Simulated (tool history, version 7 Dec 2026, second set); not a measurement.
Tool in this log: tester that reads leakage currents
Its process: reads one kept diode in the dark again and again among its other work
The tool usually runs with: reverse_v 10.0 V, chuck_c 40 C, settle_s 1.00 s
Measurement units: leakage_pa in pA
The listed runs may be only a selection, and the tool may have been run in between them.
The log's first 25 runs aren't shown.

run     day  reverse_v  chuck_c  settle_s  hours of work since the probe card was cleaned  hours of work since the tester was calibrated  hours of work since the chuck was calibrated  leakage_pa
 26  67.992        3.2       32      1.00                                            1636                                            513                                           505      270.52
 27  69.854        3.2       33      1.00                                            1655                                            531                                           524      291.25
 28  72.812        3.2       28      1.25                                            1685                                            561                                           554      197.74
 29  75.754        1.0       53      0.62                                            1714                                            591                                           583      709.18
     77.367  -- chuck's temperature calibrated
 30  78.812        1.0       53      0.62                                            1744                                            621                                            15      741.43
 31  80.867        1.0       53      0.62                                            1765                                            641                                            35      741.60
 32  82.700        6.6       39      0.30                                            1783                                            660                                            54      667.15
 33  84.433        1.8       51      1.00                                            1801                                            677                                            71      845.27
 34  87.446        1.1       26      1.00                                            1831                                            707                                           101      107.59
 35  89.533       10.9       26      2.53                                            1852                                            728                                           122      314.19
 36  92.862       10.9       26      2.53                                            1885                                            762                                           156      313.67
 37  96.592       14.5       34      4.27                                            1923                                            799                                           193      658.33
 38  99.558       14.5       34      4.27                                            1953                                            829                                           223      658.59

Consider 4 possible next runs. They are alternatives, not a sequence: every one starts from the tool as it was left by run 38. What does each give?
  A  102.596        2.9       39      4.08                                            1983                                            860                                           254           ?
  B  102.596        7.4       38      1.39                                            1983                                            860                                           254           ?
  C  102.596        5.4       44      5.79                                            1983                                            860                                           254           ?
  D  102.596       14.5       34      2.77                                            1983                                            860                                           254           ?

run  leakage_pa
  A      450.36
  B      646.91
  C      856.56
  D      658.12
Without the tool's unlogged condition, the same runs would have read:
run  leakage_pa
  A      451.55
  B      646.11
  C      858.53
  D      652.06
